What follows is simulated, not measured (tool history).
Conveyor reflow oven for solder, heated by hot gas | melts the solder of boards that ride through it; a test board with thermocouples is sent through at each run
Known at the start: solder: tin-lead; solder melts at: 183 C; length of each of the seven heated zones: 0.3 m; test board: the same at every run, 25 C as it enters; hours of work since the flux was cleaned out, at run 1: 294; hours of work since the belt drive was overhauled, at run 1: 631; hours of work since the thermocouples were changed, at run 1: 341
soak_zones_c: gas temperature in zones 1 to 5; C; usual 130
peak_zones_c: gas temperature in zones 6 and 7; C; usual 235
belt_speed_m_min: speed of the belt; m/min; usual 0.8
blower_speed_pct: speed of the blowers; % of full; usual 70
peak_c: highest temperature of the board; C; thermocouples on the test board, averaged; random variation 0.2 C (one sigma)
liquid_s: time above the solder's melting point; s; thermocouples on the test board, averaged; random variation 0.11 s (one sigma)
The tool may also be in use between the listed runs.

| run | hour | soak_zones_c | peak_zones_c | belt_speed_m_min | blower_speed_pct | hours of work since the flux was cleaned out | hours of work since the belt drive was overhauled | hours of work since the thermocouples were changed | peak_c | liquid_s |
|---|---|---|---|---|---|---|---|---|---|---|
| 1 | 0 | 130 | 235 | 0.8 | 70 | 294 | 631 | 341 | 211.5 | 28.8 |
| 2 | 43.9 | 130 | 235 | 0.8 | 63 | 323 | 661 | 371 | 209.2 | 27.2 |
|  | 78.1 | flux residue cleaned out of gas plates and filters |
| 3 | 78.1 | 130 | 235 | 0.8 | 55 | 0 | 681 | 391 | 208.3 | 26.7 |
| 4 | 109.3 | 130 | 235 | 0.8 | 54 | 21 | 702 | 412 | 208.4 | 26.4 |
| 5 | 144.3 | 130 | 235 | 0.8 | 57 | 44 | 725 | 435 | 209.3 | 27.1 |
| 6 | 184.2 | 130 | 226 | 0.8 | 70 | 71 | 752 | 462 | 205.3 | 25.3 |
|  | 191.6 | belt drive overhauled, speed set with a stopwatch |
| 7 | 233.3 | 130 | 234 | 0.8 | 70 | 102 | 28 | 492 | 211.7 | 29.6 |
|  | 269.2 | belt drive overhauled, speed set with a stopwatch, once more |
| 8 | 281.5 | 130 | 234 | 0.8 | 70 | 131 | 8 | 522 | 211 | 28.8 |
| 9 | 308 | 130 | 234 | 0.8 | 72 | 149 | 26 | 540 | 211.8 | 28.9 |
| 10 | 339.4 | 130 | 234 | 0.8 | 72 | 170 | 47 | 561 | 211.8 | 28.7 |
| 11 | 377.3 | 130 | 235 | 0.8 | 70 | 196 | 73 | 586 | 211.4 | 28.8 |
| 12 | 412.9 | 130 | 235 | 0.8 | 70 | 220 | 97 | 610 | 211.5 | 28.7 |
| 13 | 441.8 | 130 | 230 | 0.8 | 84 | 239 | 116 | 630 | 210.5 | 28.6 |
| 14 | 470.2 | 130 | 230 | 0.858 | 84 | 258 | 135 | 649 | 208 | 24.9 |
| 15 | 516.9 | 130 | 224 | 0.858 | 57 | 290 | 167 | 680 | 194.9 | 14.6 |
| 16 | 549.1 | 130 | 224 | 0.858 | 57 | 311 | 188 | 702 | 194.8 | 14.6 |
|  | 599.8 | flux residue cleaned out of gas plates and filters |
| 17 | 599.8 | 130 | 249 | 0.8 | 70 | 0 | 219 | 733 | 224.2 | 35 |
| 18 | 626.1 | 123 | 244 | 0.72 | 68 | 18 | 237 | 750 | 222 | 37.2 |
| 19 | 647.2 | 130 | 235 | 0.8 | 70 | 32 | 251 | 764 | 212.1 | 29.3 |
| 20 | 670 | 130 | 245 | 0.8 | 83 | 47 | 266 | 780 | 223.9 | 35.1 |
| 21 | 703.8 | 127 | 247 | 0.8 | 70 | 70 | 289 | 803 | 221.9 | 33.2 |

Hidden state or all else? Some run-to-run changes of peak_c, split into what the settings, what came in and random variation would give without the hidden state, and what is left for the hidden state (with any gauge scatter that isn't in both results):
The hidden state here: heat that the gas passes to the board, % of a clean oven's; belt's true speed, % of the reading; true gas temperature in zones 6 and 7 over the reading, C; drift of the gauge itself on peak_c, C; drift of the gauge itself on liquid_s, %.
Run 2 -> 3: blower_speed_pct 63 -> 55, flux residue cleaned out of gas plates and filters. peak_c -0.9 C: hidden state +2.1, all else -3.
Run 14 -> 15: peak_zones_c 230 -> 224, blower_speed_pct 84 -> 57. peak_c -13.1 C: hidden state +0.2, all else -13.3.
Run 16 -> 17: peak_zones_c 224 -> 249, belt_speed_m_min 0.858 -> 0.8, blower_speed_pct 57 -> 70, flux residue cleaned out of gas plates and filters. peak_c +29.4 C: hidden state +1.5, all else +27.9.
